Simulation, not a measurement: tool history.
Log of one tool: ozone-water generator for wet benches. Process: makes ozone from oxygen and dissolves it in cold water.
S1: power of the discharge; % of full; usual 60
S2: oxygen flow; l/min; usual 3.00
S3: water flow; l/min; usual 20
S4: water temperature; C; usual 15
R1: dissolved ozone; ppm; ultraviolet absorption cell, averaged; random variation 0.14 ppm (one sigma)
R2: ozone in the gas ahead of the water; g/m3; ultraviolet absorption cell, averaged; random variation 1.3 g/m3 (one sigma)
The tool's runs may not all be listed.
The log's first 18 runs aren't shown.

run,hour,S1,S2,S3,S4,R1,R2
19,793.1,60,3.00,29,11,12.4,244.4
20,853.0,60,3.00,29,11,12.5,244.0
21,907.2,40,1.56,15,11,16.9,284.3
22,970.7,65,1.56,22,12,14.7,364.4
23,999.5,65,1.56,22,12,14.7,366.5
24,1044.7,45,2.45,22,12,13.4,234.2
25,1078.6,45,2.45,22,12,13.5,232.5
26,1123.0,45,2.45,22,12,13.4,232.7
# hour 1136.9: gauge calibrated
27,1167.2,45,5.19,15,12,19.9,157.1
28,1222.5,45,2.48,15,13,19.3,237.2
29,1280.7,66,3.00,15,10,24.6,261.7
30,1310.4,66,3.31,15,10,24.9,245.6
31,1343.0,66,3.31,15,10,24.9,245.1
32,1377.7,66,3.31,15,10,25.0,244.5
33,1438.5,64,3.00,20,20,17.2,256.4
34,1502.6,61,3.00,20,20,16.4,248.3

3 ways to go on from here, each from the tool as it stands after run 34. What would each give?
A,1546.9,60,3.00,20,19,?,?
B,1546.9,54,1.89,20,14,?,?
C,1546.9,60,3.00,20,10,?,?

run,R1,R2
A,16.4,244.8
B,14.9,303.1
C,18.0,244.3
Without the tool's hidden state the same runs would have given:
run,R1,R2
A,16.4,247.4
B,15.0,306.3
C,18.0,246.9
